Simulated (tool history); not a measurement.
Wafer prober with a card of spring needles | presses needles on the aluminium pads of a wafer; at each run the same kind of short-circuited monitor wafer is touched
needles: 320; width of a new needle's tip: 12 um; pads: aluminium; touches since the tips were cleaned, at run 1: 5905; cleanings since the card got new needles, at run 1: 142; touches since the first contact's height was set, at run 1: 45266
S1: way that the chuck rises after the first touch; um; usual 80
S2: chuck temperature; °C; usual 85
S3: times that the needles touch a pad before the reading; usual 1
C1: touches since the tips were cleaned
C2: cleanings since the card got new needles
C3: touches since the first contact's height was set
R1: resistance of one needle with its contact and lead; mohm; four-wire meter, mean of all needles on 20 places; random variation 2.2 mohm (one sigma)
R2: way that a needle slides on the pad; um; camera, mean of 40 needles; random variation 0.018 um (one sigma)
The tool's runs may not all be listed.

run 1 hour=0.0 | S1=80 S2=85 S3=1 | C1=5905 C2=142 C3=45266 | R1=249 R2=21.50
-- hour=3.0 tips cleaned on abrasive film
-- hour=14.6 tips cleaned on abrasive film
-- hour=29.1 tips cleaned on abrasive film
-- hour=40.7 tips cleaned on abrasive film
-- hour=55.2 tips cleaned on abrasive film
run 2 hour=66.1 | S1=80 S2=85 S3=1 | C1=7066 C2=147 C3=87944 | R1=248 R2=21.53
-- hour=69.1 tips cleaned on abrasive film
-- hour=83.6 tips cleaned on abrasive film
-- hour=95.2 tips cleaned on abrasive film
-- hour=109.7 tips cleaned on abrasive film
-- hour=124.2 tips cleaned on abrasive film
-- hour=138.7 tips cleaned on abrasive film
-- hour=141.9 height of the first contact set anew
run 3 hour=142.5 | S1=80 S2=85 S3=1 | C1=2218 C2=153 C3=344 | R1=251 R2=21.59
-- hour=151.2 tips cleaned on abrasive film
-- hour=165.7 tips cleaned on abrasive film
-- hour=180.2 tips cleaned on abrasive film
run 4 hour=186.8 | S1=80 S2=85 S3=1 | C1=4299 C2=156 C3=29007 | R1=248 R2=21.57
-- hour=192.7 tips cleaned on abrasive film
-- hour=207.2 tips cleaned on abrasive film
-- hour=221.7 tips cleaned on abrasive film
-- hour=236.2 tips cleaned on abrasive film
-- hour=250.7 tips cleaned on abrasive film
-- hour=265.2 tips cleaned on abrasive film
run 5 hour=272.1 | S1=80 S2=85 S3=1 | C1=4510 C2=162 C3=84121 | R1=251 R2=21.56
-- hour=278.0 tips cleaned on abrasive film
-- hour=292.5 tips cleaned on abrasive film
-- hour=307.0 tips cleaned on abrasive film
-- hour=321.5 tips cleaned on abrasive film
-- hour=336.0 tips cleaned on abrasive film
run 6 hour=345.8 | S1=96 S2=85 S3=1 | C1=6386 C2=167 C3=131744 | R1=252 R2=25.87
-- hour=348.8 tips cleaned on abrasive film
-- hour=354.9 height of the first contact set anew
-- hour=360.8 tips cleaned on abrasive film
-- hour=375.3 tips cleaned on abrasive film
-- hour=389.4 tips cleaned on abrasive film
run 7 hour=389.4 | S1=96 S2=85 S3=1 | C1=0 C2=171 C3=22242 | R1=252 R2=25.88
-- hour=401.0 tips cleaned on abrasive film
-- hour=415.5 tips cleaned on abrasive film
-- hour=430.0 tips cleaned on abrasive film
-- hour=444.5 tips cleaned on abrasive film
-- hour=457.6 tips cleaned on abrasive film
run 8 hour=457.6 | S1=96 S2=85 S3=1 | C1=0 C2=176 C3=66308 | R1=248 R2=25.91
-- hour=469.3 tips cleaned on abrasive film
-- hour=483.8 tips cleaned on abrasive film
-- hour=498.3 tips cleaned on abrasive film
-- hour=512.8 tips cleaned on abrasive film
-- hour=527.3 tips cleaned on abrasive film
-- hour=541.8 tips cleaned on abrasive film
run 9 hour=542.8 | S1=96 S2=85 S3=1 | C1=632 C2=182 C3=121296 | R1=250 R2=25.93
-- hour=554.4 tips cleaned on abrasive film
-- hour=566.0 tips cleaned on abrasive film
-- hour=566.3 height of the first contact set anew
-- hour=580.8 tips cleaned on abrasive film
-- hour=595.3 tips cleaned on abrasive film
-- hour=609.8 tips cleaned on abrasive film
run 10 hour=613.7 | S1=96 S2=85 S3=1 | C1=2489 C2=187 C3=30604 | R1=247 R2=25.93
-- hour=622.4 tips cleaned on abrasive film
-- hour=636.9 tips cleaned on abrasive film
-- hour=651.4 tips cleaned on abrasive film
-- hour=664.6 tips cleaned on abrasive film
run 11 hour=664.6 | S1=96 S2=85 S3=1 | C1=0 C2=191 C3=63506 | R1=247 R2=25.96
-- hour=679.1 tips cleaned on abrasive film
-- hour=693.6 tips cleaned on abrasive film
-- hour=708.2 tips cleaned on abrasive film
-- hour=722.7 tips cleaned on abrasive film
run 12 hour=726.4 | S1=96 S2=77 S3=1 | C1=2404 C2=195 C3=103396 | R1=251 R2=25.96
-- hour=735.1 tips cleaned on abrasive film
-- hour=749.6 tips cleaned on abrasive film
-- hour=764.1 tips cleaned on abrasive film
-- hour=776.4 tips cleaned on abrasive film
run 13 hour=776.4 | S1=96 S2=77 S3=1 | C1=0 C2=199 C3=135704 | R1=246 R2=25.99
-- hour=779.6 height of the first contact set anew
-- hour=788.3 tips cleaned on abrasive film
-- hour=800.0 tips cleaned on abrasive film
-- hour=814.5 tips cleaned on abrasive film
-- hour=829.0 tips cleaned on abrasive film
-- hour=843.5 tips cleaned on abrasive film
-- hour=858.0 tips cleaned on abrasive film
run 14 hour=859.0 | S1=96 S2=102 S3=2 | C1=637 C2=205 C3=51243 | R1=254 R2=25.98
-- hour=870.6 tips cleaned on abrasive film
-- hour=885.1 tips cleaned on abrasive film
-- hour=899.6 tips cleaned on abrasive film
-- hour=914.1 tips cleaned on abrasive film
run 15 hour=923.8 | S1=80 S2=56 S3=1 | C1=6326 C2=209 C3=93179 | R1=242 R2=21.67
-- hour=926.8 tips cleaned on abrasive film
-- hour=938.5 tips cleaned on abrasive film
-- hour=953.0 tips cleaned on abrasive film
-- hour=967.5 tips cleaned on abrasive film
run 16 hour=972.8 | S1=80 S2=56 S3=1 | C1=3495 C2=213 C3=124787 | R1=241 R2=21.69
-- hour=981.6 tips cleaned on abrasive film
-- hour=993.4 height of the first contact set anew
-- hour=996.4 tips cleaned on abrasive film
-- hour=1010.9 tips cleaned on abrasive film
run 17 hour=1022.0 | S1=88 S2=85 S3=1 | C1=7229 C2=216 C3=18475 | R1=251 R2=23.89
-- hour=1025.0 tips cleaned on abrasive film
-- hour=1039.5 tips cleaned on abrasive film
-- hour=1054.0 tips cleaned on abrasive film
-- hour=1068.5 tips cleaned on abrasive film
-- hour=1080.1 tips cleaned on abrasive film
-- hour=1094.6 tips cleaned on abrasive film
-- hour=1107.1 tips cleaned on abrasive film
run 18 hour=1107.1 | S1=62 S2=25 S3=2 | C1=0 C2=223 C3=73373 | R1=232 R2=16.84
-- hour=1121.6 tips cleaned on abrasive film
-- hour=1133.2 tips cleaned on abrasive film
-- hour=1147.7 tips cleaned on abrasive film
-- hour=1162.2 tips cleaned on abrasive film
run 19 hour=1169.2 | S1=61 S2=47 S3=2 | C1=4539 C2=227 C3=113523 | R1=242 R2=16.57
-- hour=1175.1 tips cleaned on abrasive film
-- hour=1189.6 tips cleaned on abrasive film
-- hour=1201.2 tips cleaned on abrasive film
-- hour=1207.3 height of the first contact set anew
-- hour=1213.8 tips cleaned on abrasive film
run 20 hour=1213.8 | S1=72 S2=46 S3=2 | C1=0 C2=231 C3=4174 | R1=246 R2=19.55
-- hour=1228.3 tips cleaned on abrasive film
-- hour=1242.8 tips cleaned on abrasive film
-- hour=1257.3 tips cleaned on abrasive film
-- hour=1271.8 tips cleaned on abrasive film
-- hour=1286.3 tips cleaned on abrasive film
run 21 hour=1291.1 | S1=89 S2=85 S3=1 | C1=3097 C2=236 C3=54128 | R1=246 R2=24.18
-- hour=1299.8 tips cleaned on abrasive film
-- hour=1314.3 tips cleaned on abrasive film
-- hour=1328.8 tips cleaned on abrasive film
run 22 hour=1331.5 | S1=89 S2=85 S3=1 | C1=1746 C2=239 C3=80240 | R1=248 R2=24.19
-- hour=1343.2 tips cleaned on abrasive film
-- hour=1357.7 tips cleaned on abrasive film
-- hour=1372.2 tips cleaned on abrasive film
-- hour=1386.7 tips cleaned on abrasive film
-- hour=1401.2 tips cleaned on abrasive film
run 23 hour=1407.5 | S1=85 S2=97 S3=1 | C1=4090 C2=244 C3=129313 | R1=254 R2=23.12
-- hour=1413.3 tips cleaned on abrasive film
-- hour=1419.4 height of the first contact set anew
-- hour=1425.3 tips cleaned on abrasive film
-- hour=1439.8 tips cleaned on abrasive film
run 24 hour=1450.9 | S1=85 S2=97 S3=2 | C1=7270 C2=247 C3=20390 | R1=255 R2=23.13
-- hour=1453.9 tips cleaned on abrasive film
-- hour=1468.4 tips cleaned on abrasive film
-- hour=1482.9 tips cleaned on abrasive film
-- hour=1497.4 tips cleaned on abrasive film
-- hour=1509.1 tips cleaned on abrasive film
-- hour=1523.6 tips cleaned on abrasive film
-- hour=1538.1 tips cleaned on abrasive film
run 25 hour=1538.4 | S1=71 S2=80 S3=2 | C1=185 C2=254 C3=76805 | R1=255 R2=19.36

Forecast each of these 3 alternatives for the next run:
-- hour=1550.0 tips cleaned on abrasive film
-- hour=1564.5 tips cleaned on abrasive film
-- hour=1579.0 tips cleaned on abrasive film
-- hour=1593.5 tips cleaned on abrasive film
-- hour=1607.6 tips cleaned on abrasive film
run A hour=1607.6 | S1=71 S2=29 S3=1 | C1=0 C2=259 C3=121522 | R1=? R2=?
-- hour=1550.0 tips cleaned on abrasive film
-- hour=1564.5 tips cleaned on abrasive film
-- hour=1579.0 tips cleaned on abrasive film
-- hour=1593.5 tips cleaned on abrasive film
-- hour=1607.6 tips cleaned on abrasive film
run B hour=1607.6 | S1=80 S2=97 S3=1 | C1=0 C2=259 C3=121522 | R1=? R2=?
-- hour=1550.0 tips cleaned on abrasive film
-- hour=1564.5 tips cleaned on abrasive film
-- hour=1579.0 tips cleaned on abrasive film
-- hour=1593.5 tips cleaned on abrasive film
-- hour=1607.6 tips cleaned on abrasive film
run C hour=1607.6 | S1=69 S2=29 S3=2 | C1=0 C2=259 C3=121522 | R1=? R2=?

run=A R1=236 R2=19.36
run=B R1=256 R2=21.82
run=C R1=236 R2=18.82
Without the tool's hidden state the same runs would have given:
run=A R1=236 R2=19.09
run=B R1=256 R2=21.51
run=C R1=236 R2=18.55
